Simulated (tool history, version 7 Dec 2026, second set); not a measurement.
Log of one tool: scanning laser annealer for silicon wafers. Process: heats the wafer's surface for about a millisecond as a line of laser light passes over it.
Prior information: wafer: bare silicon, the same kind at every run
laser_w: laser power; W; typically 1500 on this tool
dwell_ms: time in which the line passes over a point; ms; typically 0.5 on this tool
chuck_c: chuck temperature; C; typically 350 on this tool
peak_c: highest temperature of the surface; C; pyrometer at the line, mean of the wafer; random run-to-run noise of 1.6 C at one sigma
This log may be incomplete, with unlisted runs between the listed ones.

run	hour	laser_w	dwell_ms	chuck_c	peak_c
1	0	1500	0.5	350	1065
2	17.3	1500	0.582	350	1132
3	51.2	1500	0.407	350	985
4	85.8	1500	0.5	350	1067
5	117.2	1363	0.5	350	997
6	149.4	1363	0.5	350	997
7	167.6	1500	0.5	350	1067
8	189.4	1500	0.5	350	1063
9	224.6	1500	0.5	350	1066
10	250.8	1500	0.5	324	1038
11	279.6	1470	0.5	350	1048
12	298.1	1500	0.5	350	1066
13	333.1	1500	0.5	350	1063
14	353.7	1500	0.5	350	1062
15	373	1575	0.446	382	1082
16	405.3	1575	0.515	339	1101
17	433.9	1575	0.515	339	1101
18	458.5	1500	0.5	379	1092
19	494.4	1500	0.5	335	1047
20	524.3	1297	0.452	318	894
21	546.1	1297	0.449	318	892
22	565.7	1572	0.513	355	1114
23	592.3	1282	0.463	334	911
24	612.8	1282	0.463	334	909
25	631.9	1437	0.353	373	924
26	652.1	1500	0.542	350	1094

Each row is a separate what-if for the run after 26, all from the same tool condition, not one after another. Results?
A	683.1	1500	0.471	350	?
B	683.1	1504	0.512	333	?
C	683.1	1349	0.5	350	?
D	683.1	1393	0.524	387	?
E	683.1	1500	0.446	350	?

run	peak_c
A	1034
B	1053
C	985
D	1061
E	1013
Take away the tool's hidden state, keep each run's random variation, and the runs would have read:
run	peak_c
A	1048
B	1068
C	998
D	1075
E	1027

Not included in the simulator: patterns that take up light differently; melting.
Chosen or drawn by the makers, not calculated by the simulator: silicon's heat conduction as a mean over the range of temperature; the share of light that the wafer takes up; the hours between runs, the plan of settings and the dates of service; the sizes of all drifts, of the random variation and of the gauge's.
